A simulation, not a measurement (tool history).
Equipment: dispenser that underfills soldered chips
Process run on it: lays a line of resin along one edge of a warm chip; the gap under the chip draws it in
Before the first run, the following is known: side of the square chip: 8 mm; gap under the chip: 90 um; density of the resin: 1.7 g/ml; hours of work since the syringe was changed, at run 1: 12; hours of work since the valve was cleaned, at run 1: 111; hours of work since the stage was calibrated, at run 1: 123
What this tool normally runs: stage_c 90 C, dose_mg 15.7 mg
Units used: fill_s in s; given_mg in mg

run,hour,stage_c,dose_mg,hours of work since the syringe was changed,hours of work since the valve was cleaned,hours of work since the stage was calibrated,fill_s,given_mg
1,0,90,15.7,12,111,123,27.7,14.42
# hour 0.5: new syringe of resin
2,4.2,90,15.7,3,114,126,20.9,14.44
3,8.5,90,15.7,6,117,129,22.8,14.47
4,11.5,90,15.7,8,119,131,23.6,14.45
5,16.1,90,15.7,12,123,135,26.9,14.4
# hour 16.9: new syringe of resin
6,20.6,90,15.7,3,126,138,21.1,14.44
7,23.6,90,15.7,5,128,140,21.9,14.35
# hour 27.5: dispensing valve cleaned and set on the balance
8,28.7,104,15.7,8,1,143,15.5,15.8
9,32.1,76,15.7,11,3,146,45.6,15.64
# hour 34.1: new syringe of resin
10,37.4,90,19.6,2,7,149,19.8,19.43
11,41.5,90,15.6,5,10,152,21.3,15.36
12,45.7,90,15.6,9,13,155,24.3,15.65
13,49.5,90,15.6,11,16,158,26.4,15.43
# hour 50.2: new syringe of resin
14,53.1,90,15.6,2,19,161,20.8,15.35
15,57.7,90,15.6,6,22,164,22.7,15.35
16,61,90,13.7,8,25,167,25.5,13.52
17,65.7,90,15.8,12,28,170,28.2,15.51
# hour 66.4: new syringe of resin
18,69.9,90,15.7,3,31,173,20.2,15.45
19,73.1,94,17.9,5,33,175,18.7,17.64
20,78.5,94,17.9,9,37,180,21.7,17.37
# hour 82.6: new syringe of resin
21,83.8,94,17.9,1,41,183,16.2,17.45
22,87.7,80,18,4,44,186,30.9,17.49
23,90.7,80,18,6,46,188,33.1,17.58
24,93.7,99,18.6,8,49,191,16.8,17.95
25,96.2,85,18.6,10,50,193,31.5,17.91
# hour 98.6: new syringe of resin
26,101.2,98,16.5,2,54,196,15,15.93
27,106.4,83,20.1,6,58,200,29.1,19.27
28,111.3,89,17.3,9,61,204,25,16.63
# hour 114.5: new syringe of resin
29,114.5,83,15.5,0,64,206,24.5,14.78
30,117.2,86,15.5,2,66,208,22.9,14.74
31,120.5,105,15.4,4,68,210,11.9,14.68
32,124.7,77,18.5,8,71,213,38.2,17.52
33,128.4,90,15.8,10,74,216,25.9,15.14
# hour 130.6: new syringe of resin
34,134.1,85,14.9,3,78,220,24.8,14.08
35,138.2,85,14.9,6,81,223,27.7,14.05

Measured result minus the same run's result without the hidden state. Both carry the same run-to-run variation, though not necessarily the same gauge scatter:
What the log doesn't record here: resin's viscosity, % of fresh resin's; dose that the valve gives, % of what is set; true chip temperature over the reading, C; drift of the gauge itself on fill_s, %; drift of the gauge itself on given_mg, %.
run,fill_s,given_mg
1,+8.4,-1.22
2,+1,-1.26
3,+3.3,-1.29
4,+4.9,-1.32
5,+7.9,-1.35
6,+1.7,-1.39
7,+3.1,-1.41
8,+3.1,+0.02
9,+12.3,-0.01
10,+0.7,-0.06
11,+2.7,-0.08
12,+5.1,-0.12
13,+7.4,-0.14
14,+0.8,-0.17
15,+3.1,-0.21
16,+5.2,-0.21
17,+8.2,-0.28
18,+0.9,-0.31
19,+2.1,-0.39
20,+4.7,-0.43
21,-0.2,-0.48
22,+2.3,-0.52
23,+4.7,-0.56
24,+3.5,-0.6
25,+7.8,-0.63
26,+0.3,-0.6
27,+3.9,-0.78
28,+5.9,-0.72
29,-1.2,-0.67
30,+0.3,-0.68
31,+1.1,-0.71
32,+6.6,-0.9
33,+6.4,-0.8
34,+1.3,-0.8
35,+3.9,-0.83
